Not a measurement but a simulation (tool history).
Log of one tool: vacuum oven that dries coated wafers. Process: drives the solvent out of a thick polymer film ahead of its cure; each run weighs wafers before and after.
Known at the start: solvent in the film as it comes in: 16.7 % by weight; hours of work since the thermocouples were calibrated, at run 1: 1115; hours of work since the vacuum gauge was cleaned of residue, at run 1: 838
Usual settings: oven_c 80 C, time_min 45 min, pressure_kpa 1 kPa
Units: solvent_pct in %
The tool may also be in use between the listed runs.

| run | hour | oven_c | time_min | pressure_kpa | hours of work since the thermocouples were calibrated | hours of work since the vacuum gauge was cleaned of residue | solvent_pct |
|---|---|---|---|---|---|---|---|
| 1 | 0 | 80 | 45 | 1 | 1115 | 838 | 1.65 |
| 2 | 28.7 | 80 | 36 | 1 | 1128 | 851 | 2.52 |
| 3 | 79.9 | 80 | 30 | 1 | 1151 | 874 | 3.24 |
| 4 | 129.7 | 81 | 45 | 1 | 1173 | 896 | 1.58 |
| 5 | 158.3 | 81 | 45 | 1 | 1186 | 909 | 1.51 |
| 6 | 216 | 95 | 45 | 1 | 1212 | 935 | 0.37 |
| 7 | 279.6 | 95 | 45 | 1 | 1240 | 963 | 0.23 |
| 8 | 330.9 | 95 | 45 | 1 | 1263 | 986 | 0.3 |
| 9 | 362.3 | 67 | 45 | 1 | 1277 | 1000 | 5.29 |
|  | 391.8 | vacuum gauge cleaned of residue and calibrated |
| 10 | 408.3 | 67 | 45 | 1 | 1297 | 7 | 5.24 |
| 11 | 463.7 | 90 | 26 | 1 | 1322 | 32 | 1.5 |
| 12 | 502.5 | 80 | 33 | 1.87 | 1340 | 50 | 3.17 |
| 13 | 540 | 80 | 33 | 1.87 | 1356 | 67 | 3.14 |
| 14 | 582.9 | 82 | 33 | 1.68 | 1376 | 86 | 2.6 |
| 15 | 611.4 | 77 | 69 | 1.47 | 1388 | 99 | 1.36 |
| 16 | 642.5 | 75 | 45 | 0.65 | 1402 | 112 | 2.67 |
| 17 | 706.3 | 80 | 45 | 1.72 | 1431 | 141 | 2.03 |
| 18 | 736.8 | 85 | 79 | 1 | 1445 | 155 | 0.39 |

How the hidden state differs across the entries between the runs, from the last listed run before each to the first after it:
Between runs 9 and 10: vacuum gauge cleaned of residue and calibrated (hour 391.8)
  true pressure over the reading, kPa: 0.009 -> -0.001
